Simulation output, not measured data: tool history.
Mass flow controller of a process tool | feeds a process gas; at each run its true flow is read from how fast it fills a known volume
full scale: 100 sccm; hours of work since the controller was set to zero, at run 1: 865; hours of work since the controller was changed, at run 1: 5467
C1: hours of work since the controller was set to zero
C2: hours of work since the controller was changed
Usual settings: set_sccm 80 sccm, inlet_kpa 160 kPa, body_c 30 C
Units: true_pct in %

run 1 hour=0 | set_sccm=80 inlet_kpa=160 body_c=30 | C1=865 C2=5467 | true_pct=99.19
run 2 hour=226.2 | set_sccm=80 inlet_kpa=160 body_c=30 | C1=1026 C2=5628 | true_pct=99.28
run 3 hour=517.6 | set_sccm=80 inlet_kpa=160 body_c=30 | C1=1233 C2=5835 | true_pct=99.37
run 4 hour=911.5 | set_sccm=80 inlet_kpa=160 body_c=35 | C1=1513 C2=6116 | true_pct=98.94
run 5 hour=1393.6 | set_sccm=80 inlet_kpa=160 body_c=30 | C1=1856 C2=6459 | true_pct=99.37
run 6 hour=1881.9 | set_sccm=80 inlet_kpa=160 body_c=30 | C1=2204 C2=6806 | true_pct=99.31
run 7 hour=2341.8 | set_sccm=80 inlet_kpa=160 body_c=30 | C1=2531 C2=7134 | true_pct=99.27
run 8 hour=2641.3 | set_sccm=80 inlet_kpa=160 body_c=30 | C1=2744 C2=7347 | true_pct=99.29
run 9 hour=2983.5 | set_sccm=80 inlet_kpa=160 body_c=31 | C1=2988 C2=7590 | true_pct=99.22
run 10 hour=3434 | set_sccm=80 inlet_kpa=160 body_c=30 | C1=3309 C2=7911 | true_pct=99.27
run 11 hour=3720.8 | set_sccm=80 inlet_kpa=160 body_c=30 | C1=3513 C2=8115 | true_pct=99.34
run 12 hour=4210 | set_sccm=80 inlet_kpa=160 body_c=30 | C1=3861 C2=8463 | true_pct=99.36
run 13 hour=4611.6 | set_sccm=80 inlet_kpa=160 body_c=30 | C1=4147 C2=8749 | true_pct=99.27
-- hour=4796.6 controller's zero set anew
run 14 hour=5072.1 | set_sccm=80 inlet_kpa=160 body_c=30 | C1=196 C2=9076 | true_pct=99.28
run 15 hour=5480.2 | set_sccm=80 inlet_kpa=160 body_c=30 | C1=487 C2=9367 | true_pct=99.3
run 16 hour=5768.9 | set_sccm=80 inlet_kpa=160 body_c=30 | C1=692 C2=9572 | true_pct=99.25
run 17 hour=6256.7 | set_sccm=80 inlet_kpa=160 body_c=30 | C1=1039 C2=9919 | true_pct=99.3
run 18 hour=6539.3 | set_sccm=80 inlet_kpa=160 body_c=30 | C1=1240 C2=10121 | true_pct=99.34
run 19 hour=6957.7 | set_sccm=80 inlet_kpa=160 body_c=30 | C1=1538 C2=10418 | true_pct=99.37
run 20 hour=7317.5 | set_sccm=80 inlet_kpa=160 body_c=30 | C1=1794 C2=10674 | true_pct=99.25
-- hour=7584.2 controller exchanged for a calibrated one
run 21 hour=7711.7 | set_sccm=80 inlet_kpa=160 body_c=25 | C1=91 C2=91 | true_pct=99.61
run 22 hour=8111.7 | set_sccm=80 inlet_kpa=149 body_c=20 | C1=375 C2=375 | true_pct=99.81
run 23 hour=8554.8 | set_sccm=80 inlet_kpa=149 body_c=20 | C1=691 C2=691 | true_pct=99.96
run 24 hour=8796.6 | set_sccm=80 inlet_kpa=149 body_c=20 | C1=863 C2=863 | true_pct=99.96
run 25 hour=9099.4 | set_sccm=12 inlet_kpa=168 body_c=29 | C1=1078 C2=1078 | true_pct=97.7
run 26 hour=9632 | set_sccm=96 inlet_kpa=157 body_c=39 | C1=1457 C2=1457 | true_pct=99.13
run 27 hour=10136.4 | set_sccm=17 inlet_kpa=169 body_c=34 | C1=1816 C2=1816 | true_pct=97.5
run 28 hour=10524.8 | set_sccm=17 inlet_kpa=169 body_c=34 | C1=2093 C2=2093 | true_pct=97.41
run 29 hour=10812.4 | set_sccm=17 inlet_kpa=169 body_c=34 | C1=2297 C2=2297 | true_pct=97.33
run 30 hour=11267.2 | set_sccm=87 inlet_kpa=169 body_c=26 | C1=2621 C2=2621 | true_pct=99.56
run 31 hour=11607.2 | set_sccm=18 inlet_kpa=206 body_c=37 | C1=2863 C2=2863 | true_pct=97.29
run 32 hour=12128.2 | set_sccm=18 inlet_kpa=206 body_c=37 | C1=3234 C2=3234 | true_pct=97.32
run 33 hour=12534.7 | set_sccm=48 inlet_kpa=189 body_c=38 | C1=3523 C2=3523 | true_pct=98.11
run 34 hour=13050.1 | set_sccm=16 inlet_kpa=169 body_c=30 | C1=3890 C2=3890 | true_pct=97.64
run 35 hour=13426.9 | set_sccm=80 inlet_kpa=233 body_c=21 | C1=4158 C2=4158 | true_pct=99.72
-- hour=13594.8 controller's zero set anew
run 36 hour=13777 | set_sccm=80 inlet_kpa=233 body_c=21 | C1=130 C2=4407 | true_pct=99.62
run 37 hour=14083.4 | set_sccm=41 inlet_kpa=160 body_c=21 | C1=348 C2=4625 | true_pct=98.89
run 38 hour=14368.1 | set_sccm=41 inlet_kpa=160 body_c=21 | C1=550 C2=4828 | true_pct=98.88
run 39 hour=14876.8 | set_sccm=80 inlet_kpa=158 body_c=21 | C1=912 C2=5190 | true_pct=99.88
run 40 hour=15288.4 | set_sccm=40 inlet_kpa=147 body_c=30 | C1=1205 C2=5483 | true_pct=98.36
run 41 hour=15754.9 | set_sccm=24 inlet_kpa=206 body_c=30 | C1=1537 C2=5815 | true_pct=97.75

3 ways to go on from here, each from the tool as it stands after run 41. What would each give?
run A hour=16031.9 | set_sccm=24 inlet_kpa=222 body_c=24 | C1=1734 C2=6012 | true_pct=?
run B hour=16031.9 | set_sccm=13 inlet_kpa=202 body_c=30 | C1=1734 C2=6012 | true_pct=?
run C hour=16031.9 | set_sccm=97 inlet_kpa=197 body_c=30 | C1=1734 C2=6012 | true_pct=?

run=A true_pct=98.14
run=B true_pct=97.5
run=C true_pct=99.6
Without the tool's hidden state the same runs would have given:
run=A true_pct=98.15
run=B true_pct=97.5
run=C true_pct=99.59
